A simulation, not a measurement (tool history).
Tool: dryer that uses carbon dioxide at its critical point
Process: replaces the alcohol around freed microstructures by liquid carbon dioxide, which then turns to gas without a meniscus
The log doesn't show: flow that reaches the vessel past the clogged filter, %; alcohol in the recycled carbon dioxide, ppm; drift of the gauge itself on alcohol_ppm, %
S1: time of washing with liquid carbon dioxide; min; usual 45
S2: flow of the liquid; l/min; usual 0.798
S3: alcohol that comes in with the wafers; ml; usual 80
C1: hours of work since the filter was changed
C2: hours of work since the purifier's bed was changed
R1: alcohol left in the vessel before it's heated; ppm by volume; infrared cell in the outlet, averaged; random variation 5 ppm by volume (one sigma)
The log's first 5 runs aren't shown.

run	hour	S1	S2	S3	C1	C2	R1
6	172.5	41	1.028	80	398	213	59
7	201.8	41	1.028	80	421	236	58
8	247.9	45	0.489	80	457	271	236
9	298.8	45	1.177	80	496	311	73
10	323.4	45	0.798	80	515	330	85
11	346.8	45	0.798	80	533	348	94
# hour 386.1: inlet filter changed
12	402.5	45	0.798	80	13	390	104
13	448.4	37	0.798	80	48	425	124
14	475.3	37	0.798	110	69	446	137
15	529.4	65	0.798	110	111	488	106
16	571.9	65	0.798	110	144	521	124
17	617.8	45	0.798	80	179	556	144
18	665.4	45	0.798	80	216	593	137
19	712.8	45	0.798	80	253	630	159
20	756.6	45	1.267	80	286	664	160
21	781.6	45	0.798	80	306	683	171
22	825.1	45	0.484	80	339	717	326

Run 23 comes next. What will it give?
23	864.0	28	0.484	80	370	747	?

{"run 23": {"R1": 1208}}
Without the tool's hidden state the same run would have given R1 861 ppm by volume.

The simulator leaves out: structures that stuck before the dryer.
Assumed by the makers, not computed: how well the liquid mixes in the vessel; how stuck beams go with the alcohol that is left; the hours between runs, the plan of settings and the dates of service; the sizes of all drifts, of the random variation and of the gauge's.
